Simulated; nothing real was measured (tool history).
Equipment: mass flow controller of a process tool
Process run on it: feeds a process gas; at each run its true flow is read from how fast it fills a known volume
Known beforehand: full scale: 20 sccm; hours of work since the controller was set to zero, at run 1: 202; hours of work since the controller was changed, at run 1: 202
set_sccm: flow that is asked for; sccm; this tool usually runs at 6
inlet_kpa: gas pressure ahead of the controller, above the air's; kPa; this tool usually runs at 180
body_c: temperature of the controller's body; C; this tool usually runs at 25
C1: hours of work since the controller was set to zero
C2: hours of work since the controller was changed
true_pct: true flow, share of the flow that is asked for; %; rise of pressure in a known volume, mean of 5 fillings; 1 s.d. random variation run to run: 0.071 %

run 1 day=0.000 | set_sccm=6 inlet_kpa=180 body_c=25 | C1=202 C2=202 | true_pct=99.79
run 2 day=9.908 | set_sccm=6 inlet_kpa=194 body_c=25 | C1=301 C2=301 | true_pct=99.71
run 3 day=19.242 | set_sccm=6 inlet_kpa=194 body_c=25 | C1=394 C2=394 | true_pct=99.76
run 4 day=24.708 | set_sccm=6 inlet_kpa=194 body_c=25 | C1=449 C2=449 | true_pct=99.72
run 5 day=33.542 | set_sccm=6 inlet_kpa=194 body_c=25 | C1=537 C2=537 | true_pct=99.65
run 6 day=38.104 | set_sccm=6 inlet_kpa=216 body_c=25 | C1=583 C2=583 | true_pct=99.90
run 7 day=45.883 | set_sccm=6 inlet_kpa=216 body_c=25 | C1=661 C2=661 | true_pct=99.69
run 8 day=52.471 | set_sccm=6 inlet_kpa=216 body_c=25 | C1=727 C2=727 | true_pct=99.92
run 9 day=57.712 | set_sccm=6 inlet_kpa=216 body_c=25 | C1=779 C2=779 | true_pct=99.83
run 10 day=64.983 | set_sccm=6 inlet_kpa=216 body_c=25 | C1=852 C2=852 | true_pct=99.87
run 11 day=75.692 | set_sccm=6 inlet_kpa=180 body_c=25 | C1=959 C2=959 | true_pct=100.00
run 12 day=81.396 | set_sccm=6 inlet_kpa=180 body_c=25 | C1=1016 C2=1016 | true_pct=99.95
run 13 day=85.879 | set_sccm=6 inlet_kpa=180 body_c=25 | C1=1061 C2=1061 | true_pct=100.02
run 14 day=95.725 | set_sccm=6 inlet_kpa=180 body_c=25 | C1=1160 C2=1160 | true_pct=100.10
run 15 day=105.575 | set_sccm=6 inlet_kpa=242 body_c=25 | C1=1258 C2=1258 | true_pct=100.02
run 16 day=112.654 | set_sccm=3 inlet_kpa=180 body_c=35 | C1=1329 C2=1329 | true_pct=100.44
run 17 day=121.017 | set_sccm=3 inlet_kpa=180 body_c=35 | C1=1413 C2=1413 | true_pct=100.69
run 18 day=128.800 | set_sccm=3 inlet_kpa=180 body_c=35 | C1=1491 C2=1491 | true_pct=100.64
run 19 day=133.875 | set_sccm=3 inlet_kpa=180 body_c=35 | C1=1542 C2=1542 | true_pct=100.61
run 20 day=138.483 | set_sccm=3 inlet_kpa=246 body_c=26 | C1=1588 C2=1588 | true_pct=100.97
run 21 day=147.542 | set_sccm=6 inlet_kpa=149 body_c=23 | C1=1678 C2=1678 | true_pct=100.41
run 22 day=155.421 | set_sccm=18 inlet_kpa=180 body_c=25 | C1=1757 C2=1757 | true_pct=99.89
run 23 day=163.688 | set_sccm=18 inlet_kpa=180 body_c=25 | C1=1840 C2=1840 | true_pct=99.76
run 24 day=172.358 | set_sccm=18 inlet_kpa=180 body_c=25 | C1=1927 C2=1927 | true_pct=99.68
run 25 day=183.321 | set_sccm=3 inlet_kpa=180 body_c=29 | C1=2037 C2=2037 | true_pct=101.38
run 26 day=193.004 | set_sccm=6 inlet_kpa=159 body_c=36 | C1=2133 C2=2133 | true_pct=100.16

Difference, measured minus no-hidden-state, one row per run. Run-to-run variation is common to both terms; the gauge's own scatter need not be:
The tool's hidden condition here consists of: flow at rest that the sensor doesn't see, % of full scale; true flow over the shown one, %; drift of the gauge itself on true_pct, %.
run=1 true_pct=-0.07
run=2 true_pct=-0.04
run=3 true_pct=+0.00
run=4 true_pct=+0.02
run=5 true_pct=+0.05
run=6 true_pct=+0.07
run=7 true_pct=+0.09
run=8 true_pct=+0.12
run=9 true_pct=+0.13
run=10 true_pct=+0.16
run=11 true_pct=+0.20
run=12 true_pct=+0.23
run=13 true_pct=+0.23
run=14 true_pct=+0.28
run=15 true_pct=+0.31
run=16 true_pct=+1.14
run=17 true_pct=+1.21
run=18 true_pct=+1.29
run=19 true_pct=+1.33
run=20 true_pct=+1.37
run=21 true_pct=+0.46
run=22 true_pct=-0.20
run=23 true_pct=-0.19
run=24 true_pct=-0.19
run=25 true_pct=+1.78
run=26 true_pct=+0.63

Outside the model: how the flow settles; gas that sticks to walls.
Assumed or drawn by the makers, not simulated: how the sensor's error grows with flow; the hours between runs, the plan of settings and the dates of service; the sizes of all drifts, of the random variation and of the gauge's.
